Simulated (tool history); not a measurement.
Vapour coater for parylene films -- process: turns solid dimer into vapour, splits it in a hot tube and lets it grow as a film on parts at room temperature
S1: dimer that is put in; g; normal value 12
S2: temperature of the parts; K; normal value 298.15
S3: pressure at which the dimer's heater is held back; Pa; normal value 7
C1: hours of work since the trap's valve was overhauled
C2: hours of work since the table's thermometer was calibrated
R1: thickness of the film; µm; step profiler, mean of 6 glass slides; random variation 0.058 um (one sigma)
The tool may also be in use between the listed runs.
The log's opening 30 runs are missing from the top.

run,hour,S1,S2,S3,C1,C2,R1
31,396.7,6,298.15,2.06,122,588,4.62
32,404.8,6,298.15,2.06,127,592,4.63
33,412.8,12,298.15,5.5,131,597,7.31
34,429.7,12,301.15,7.59,141,606,6.45
35,439.4,20,298.15,9.02,146,612,10.81
36,457.9,11,291.15,7,157,622,6.99
37,469.9,11,291.15,7,163,629,6.97
38,482.7,21,298.15,6.28,171,636,12.23
39,490.9,12,298.15,3.22,175,641,8.31
40,503.7,11,304.15,4.54,183,648,6.26
41,515,11,304.15,4.54,189,655,6.37
42,528.3,14,310.15,2.89,196,662,8.2
43,542.6,14,310.15,2.89,204,670,8.14
44,557,14,310.15,2.89,213,678,8.25
45,565.1,21,298.15,7,217,683,11.97
46,580.8,21,298.15,7,226,692,12.17
47,592.5,21,308.15,6.22,233,698,10.61

What if the next run were any one of these 3? Each begins from the tool's condition after run 47:
A,602.5,19,290.15,6.22,238,704,?
B,602.5,6,308.15,6.22,238,704,?
C,602.5,21,309.15,6.22,238,704,?

run,R1
A,12.52
B,3
C,10.38
With no hidden state in the tool, these same runs would have given:
run,R1
A,12.55
B,3.01
C,10.4
